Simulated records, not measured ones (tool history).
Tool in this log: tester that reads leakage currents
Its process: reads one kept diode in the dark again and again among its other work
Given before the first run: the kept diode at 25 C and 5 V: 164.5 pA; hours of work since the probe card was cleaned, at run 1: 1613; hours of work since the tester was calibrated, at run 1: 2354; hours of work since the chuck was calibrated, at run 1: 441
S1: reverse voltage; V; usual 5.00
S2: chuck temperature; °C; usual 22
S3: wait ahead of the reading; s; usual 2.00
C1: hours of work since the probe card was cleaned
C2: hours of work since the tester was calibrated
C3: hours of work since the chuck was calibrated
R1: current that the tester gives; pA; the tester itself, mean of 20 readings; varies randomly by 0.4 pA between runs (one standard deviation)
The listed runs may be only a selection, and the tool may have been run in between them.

| run | hour | S1 | S2 | S3 | C1 | C2 | C3 | R1 |
|---|---|---|---|---|---|---|---|---|
| 1 | 0.0 | 5.00 | 22 | 2.00 | 1613 | 2354 | 441 | 144.77 |
| 2 | 59.5 | 5.00 | 22 | 2.00 | 1658 | 2400 | 486 | 145.79 |
| 3 | 133.1 | 5.00 | 22 | 2.00 | 1714 | 2456 | 542 | 146.53 |
| 4 | 187.1 | 5.00 | 22 | 8.70 | 1755 | 2497 | 583 | 146.82 |
| 5 | 254.9 | 5.00 | 22 | 1.05 | 1807 | 2549 | 635 | 148.68 |
| 6 | 311.4 | 5.00 | 22 | 1.05 | 1850 | 2592 | 678 | 149.83 |
| 7 | 363.5 | 1.16 | 22 | 2.00 | 1890 | 2631 | 718 | 73.25 |
| 8 | 425.8 | 5.00 | 22 | 7.93 | 1937 | 2679 | 765 | 150.06 |
| 9 | 496.3 | 5.00 | 22 | 7.93 | 1991 | 2733 | 819 | 150.75 |
| 10 | 551.9 | 5.00 | 22 | 2.00 | 2033 | 2775 | 861 | 152.41 |
| 11 | 605.2 | 5.00 | 22 | 8.24 | 2074 | 2816 | 902 | 152.66 |
| 12 | 678.2 | 5.00 | 22 | 8.24 | 2130 | 2871 | 958 | 153.82 |
| 13 | 715.2 | 5.00 | 22 | 2.00 | 2158 | 2899 | 986 | 154.36 |
| 14 | 774.3 | 5.00 | 22 | 2.00 | 2203 | 2944 | 1031 | 154.55 |
| 15 | 812.8 | 5.00 | 22 | 2.00 | 2232 | 2974 | 1060 | 155.63 |
| 16 | 871.3 | 7.13 | 22 | 2.00 | 2277 | 3018 | 1105 | 187.94 |
| 17 | 935.7 | 8.49 | 36 | 4.67 | 2326 | 3068 | 1154 | 517.97 |

Run 18 is up next; what results do you expect?
| 18 | 977.0 | 8.93 | 22 | 2.13 | 2358 | 3099 | 1186 | ? |

{"run 18": {"R1": 212.68}}
With no hidden state in the tool, this same run would have given R1 173.30 pA.
